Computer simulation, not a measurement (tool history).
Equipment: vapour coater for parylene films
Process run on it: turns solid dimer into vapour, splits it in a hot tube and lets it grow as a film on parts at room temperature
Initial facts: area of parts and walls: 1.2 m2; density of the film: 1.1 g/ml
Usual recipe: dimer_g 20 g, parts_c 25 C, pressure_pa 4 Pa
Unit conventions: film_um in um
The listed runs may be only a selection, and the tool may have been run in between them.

run   hour  dimer_g  parts_c  pressure_pa  film_um
  1      0       20       25            4     9.79
  2     11       29       25            4    13.99
  3   19.4       29       25            4    14.01
  4   31.4       29       25            4    13.82
  5   48.1       20       25            4     9.45
  6   61.8       31       25            4    14.78
      69.8  -- trap's valve overhauled
  7   76.2       20       34            4     8.84
  8   91.9       20       34            4     8.87
  9  102.9       20       25         3.75    10.85
 10  112.8       20       25         3.75    10.84
 11  121.1       20       25         3.75    11.02
 12  130.7       20       25         3.75    10.85
 13  142.8       20       25         3.75    10.78
 14  159.2       20       25            4     10.7
 15  173.2       20       19            4    12.48
 16  183.6       20       25            4    10.73
 17  195.4       20       26            4    10.44
 18  204.8       20       26            4    10.43
 19  215.4       20       26            4    10.54
 20  225.7       20       26            4    10.39
 21  235.5       20       26            4    10.47
 22  245.3       20       26            4    10.36
 23  261.3       20       26         7.59     9.91
 24  278.7       20       26         5.23    10.25
 25  292.8       11       29         3.32     5.32
 26    306       11       29         3.32     5.34
 27  313.9       11       29         3.32     5.22
 28  330.8       20       25         8.85     9.86
 29  346.1       20       23        10.95    10.25
 30  361.2       17       35        10.95     6.62
     363.9  -- table's thermometer calibrated
 31  378.6       17       35        10.95     6.55
 32  391.1       17       35        10.95     6.48
 33  405.8        9       21         3.74     5.13
 34  423.8       31       25            4    15.75
 35  437.6       20       27         9.68     9.21
       453  -- table's thermometer calibrated, once more
 36  455.6       20       27         9.68      9.2
 37  463.7       18       25            4     9.04
 38  472.9       21       26            4    10.38
 39  482.5       21       26            4     10.3
 40  491.2       21       34         6.54     8.25
 41  505.8       27       30         3.37    12.22
 42  521.3       20       19         4.47    11.44
 43  537.2       17       26         4.65     8.12

Below are 5 alternative next runs, each starting from the tool's condition after run 43. Predict each:
  A   552       17       26          2.1        ?
  B   552       20       19         9.71        ?
  C   552       14       25            4        ?
  D   552       19       32         7.42        ?
  E   552       17       21         6.02        ?

run  film_um
  A     8.44
  B    10.84
  C     6.85
  D      7.5
  E     8.99
The same runs, with their run-to-run variation unchanged, on a tool lacking any hidden condition would have given:
run  film_um
  A     9.41
  B    12.08
  C     7.64
  D     8.36
  E    10.02
